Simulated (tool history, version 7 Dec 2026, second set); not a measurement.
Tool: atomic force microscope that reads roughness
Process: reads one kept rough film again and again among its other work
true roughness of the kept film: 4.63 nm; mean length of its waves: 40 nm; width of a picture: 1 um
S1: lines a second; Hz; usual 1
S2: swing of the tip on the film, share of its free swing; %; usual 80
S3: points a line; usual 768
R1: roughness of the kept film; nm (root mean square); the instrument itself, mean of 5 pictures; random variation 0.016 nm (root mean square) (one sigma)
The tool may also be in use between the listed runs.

run	day	S1	S2	S3	R1
1	0	1	80	768	3.388
2	0.221	1	80	768	3.305
3	0.562	1	80	768	3.272
# day 0.704: new tip fitted
4	0.771	1	80	768	3.872
5	1.2	1	80	768	3.761
6	1.421	1	80	768	3.711
7	1.725	1	80	768	3.639
8	1.933	1	80	768	3.633
9	2.279	1	80	768	3.526
10	2.617	2.55	80	768	3.035
11	2.958	1	80	768	3.417
12	3.204	1	80	768	3.393
13	3.433	0.82	80	768	3.383
14	3.754	1	80	768	3.286
15	4.033	1	80	768	3.237
# day 4.162: new tip fitted
16	4.454	1	80	768	3.779
17	4.704	1	80	768	3.72
18	4.967	1	80	768	3.659
19	5.275	1	80	768	3.607
20	5.471	2.61	80	768	3.123
21	5.783	2.61	80	768	3.058
22	6.096	2.61	80	768	3.009
23	6.342	2.61	80	768	2.981
24	6.558	2.61	80	355	2.926
25	6.896	1	70	311	3.403
26	7.125	1.6	80	568	3.097
27	7.417	0.93	73	360	3.327
# day 7.608: new tip fitted
28	7.812	2.78	86	550	3.058
29	8.075	2.74	86	768	3.015

Forecast run 30:
30	8.525	2.38	80	579	?

{"run 30": {"R1": 3.242}}
Without the tool's hidden state the same run would have given R1 3.439 nm (root mean square).
